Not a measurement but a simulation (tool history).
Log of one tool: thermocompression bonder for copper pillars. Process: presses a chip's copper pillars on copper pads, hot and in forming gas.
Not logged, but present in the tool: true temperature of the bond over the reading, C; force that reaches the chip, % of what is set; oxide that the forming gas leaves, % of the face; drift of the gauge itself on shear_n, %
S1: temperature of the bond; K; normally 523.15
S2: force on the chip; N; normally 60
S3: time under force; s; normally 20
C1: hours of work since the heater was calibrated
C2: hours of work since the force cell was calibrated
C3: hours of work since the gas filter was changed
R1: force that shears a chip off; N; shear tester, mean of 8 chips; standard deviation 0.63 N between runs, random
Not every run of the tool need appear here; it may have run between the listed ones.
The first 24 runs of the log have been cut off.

Run 25, day 50.667: usual settings but S3 53 s; C1 1233; C2 774; C3 89. Result: R1 106.2 N.
Run 26, day 52.204: usual settings but S3 53 s; C1 1261; C2 802; C3 117. Result: R1 106.2 N.
At day 52.667: heater calibrated with a thermocouple chip.
Run 27, day 54.008: usual settings but S1 525.15 K, S2 55 N, S3 46 s; C1 25; C2 833; C3 149. Result: R1 87.9 N.
At day 55.288: force cell calibrated.
Run 28, day 55.992: usual settings but S1 525.15 K, S2 55 N, S3 46 s; C1 60; C2 13; C3 184. Result: R1 94.1 N.
At day 57.292: forming gas filter changed.
Run 29, day 58.579: usual settings but S1 517.15 K, S2 55 N, S3 25 s; C1 107; C2 60; C3 24. Result: R1 79.0 N.
Run 30, day 59.958: usual settings but S1 517.15 K, S2 55 N, S3 25 s; C1 132; C2 85; C3 49. Result: R1 76.9 N.
Run 31, day 62.671: usual settings but S2 49 N; C1 182; C2 135; C3 98. Result: R1 66.4 N.
Run 32, day 63.938: usual settings but S2 49 N; C1 205; C2 158; C3 122. Result: R1 65.8 N.
Run 33, day 65.350: usual settings but S1 496.15 K, S2 38 N, S3 14 s; C1 231; C2 184; C3 147. Result: R1 30.1 N.
Run 34, day 67.296: usual settings but S1 513.15 K, S2 50 N, S3 14 s; C1 266; C2 219; C3 183. Result: R1 50.8 N.
At day 68.662: forming gas filter changed.
Run 35, day 68.967: usual settings but S1 507.15 K, S2 38 N, S3 21 s; C1 296; C2 250; C3 6. Result: R1 43.6 N.
Run 36, day 72.012: usual settings but S1 500.15 K, S2 87 N; C1 352; C2 305; C3 61. Result: R1 94.2 N.
Run 37, day 73.662: usual settings but S1 509.15 K, S3 12 s; C1 382; C2 335; C3 91. Result: R1 59.4 N.
Run 38, day 74.908: usual settings but S2 71 N, S3 25 s; C1 405; C2 358; C3 114. Result: R1 98.3 N.

5 ways to go on from here, each from the tool as it stands after run 38. What would each give?
Run A, day 77.562: usual settings but S1 493.15 K, S2 85 N, S3 42 s; C1 454; C2 407; C3 163. Result: R1 ?.
Run B, day 77.562: usual settings but S2 44 N, S3 25 s; C1 454; C2 407; C3 163. Result: R1 ?.
Run C, day 77.562: usual settings but S1 514.15 K, S2 48 N, S3 13 s; C1 454; C2 407; C3 163. Result: R1 ?.
Run D, day 77.562: usual settings but S1 526.15 K, S2 46 N; C1 454; C2 407; C3 163. Result: R1 ?.
Run E, day 77.562: usual settings but S1 501.15 K; C1 454; C2 407; C3 163. Result: R1 ?.

run     R1
  A  102.6
  B   61.8
  C   46.8
  D   60.5
  E   63.1
What these runs would have given with no unlogged condition in the tool:
run     R1
  A  110.0
  B   66.7
  C   50.5
  D   65.3
  E   67.8
